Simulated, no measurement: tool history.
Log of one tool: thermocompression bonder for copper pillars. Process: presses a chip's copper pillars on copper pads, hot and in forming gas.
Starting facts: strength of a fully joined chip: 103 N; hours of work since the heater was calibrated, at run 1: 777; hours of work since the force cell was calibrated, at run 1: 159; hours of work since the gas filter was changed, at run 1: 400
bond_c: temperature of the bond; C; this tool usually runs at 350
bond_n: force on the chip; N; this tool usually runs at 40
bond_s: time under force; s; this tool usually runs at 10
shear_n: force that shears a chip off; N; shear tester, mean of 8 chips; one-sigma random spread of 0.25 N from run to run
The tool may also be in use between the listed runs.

run	day	bond_c	bond_n	bond_s	hours of work since the heater was calibrated	hours of work since the force cell was calibrated	hours of work since the gas filter was changed	shear_n
1	0.000	350	40	10	777	159	400	51.7
2	2.292	350	40	10	808	190	431	51.4
3	4.854	350	40	10	842	225	465	50.7
# day 6.375: forming gas filter changed
4	6.812	350	40	10	868	250	6	52.2
5	9.583	327	40	10	905	288	43	39.5
# day 9.925: force cell calibrated
6	11.508	327	40	10	930	21	68	38.4
7	13.254	350	40	10	954	45	91	50.5
8	14.750	357	40	10	974	65	111	55.1
9	16.400	357	36	23	996	87	134	64.4
# day 17.175: force cell calibrated, once more
10	19.275	350	40	13	1033	28	171	58.1
11	21.250	335	53	13	1060	55	198	64.9
12	23.438	335	44	10	1089	84	227	49.2
13	26.025	371	42	10	1124	119	262	67.5

Run 14 is up next; what results do you expect?
14	29.438	350	42	24	1170	164	307	?

Run 14 yielded shear_n 71.6 N.
With no hidden state in the tool, this same run would have given shear_n 70.8 N.
